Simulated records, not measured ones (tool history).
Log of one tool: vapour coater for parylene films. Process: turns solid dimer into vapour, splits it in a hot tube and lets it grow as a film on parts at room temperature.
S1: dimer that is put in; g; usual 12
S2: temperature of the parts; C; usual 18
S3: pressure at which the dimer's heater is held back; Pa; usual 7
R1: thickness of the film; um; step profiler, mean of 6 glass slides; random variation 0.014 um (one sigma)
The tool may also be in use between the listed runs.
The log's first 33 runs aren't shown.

run	hour	S1	S2	S3	R1
34	553.3	5	14	7	0.87
35	573.4	5	14	7	0.89
36	584.2	18	25	4.61	2.59
37	599.4	12	24	7	1.67
38	614.7	17	21	4.93	2.65
39	626	17	21	4.93	2.64
40	642.9	6	21	4.93	0.94
41	657.8	19	28	2.32	2.83
42	680.5	19	28	2.32	2.77
43	700.7	12	18	2.69	2.2
44	724.8	15	11	5.09	2.88
# hour 750.8: trap's valve overhauled
45	753	15	11	5.09	3.25
46	772.4	15	11	5.09	3.17
47	794.9	13	23	2.86	2.3

3 ways to go on from here, each from the tool as it stands after run 47. What would each give?
A	808.2	8	12	2.86	?
B	808.2	18	22	2.59	?
C	808.2	13	16	4.22	?

run	R1
A	1.82
B	3.28
C	2.55
Without the tool's hidden state the same runs would have given:
run	R1
A	1.88
B	3.38
C	2.62
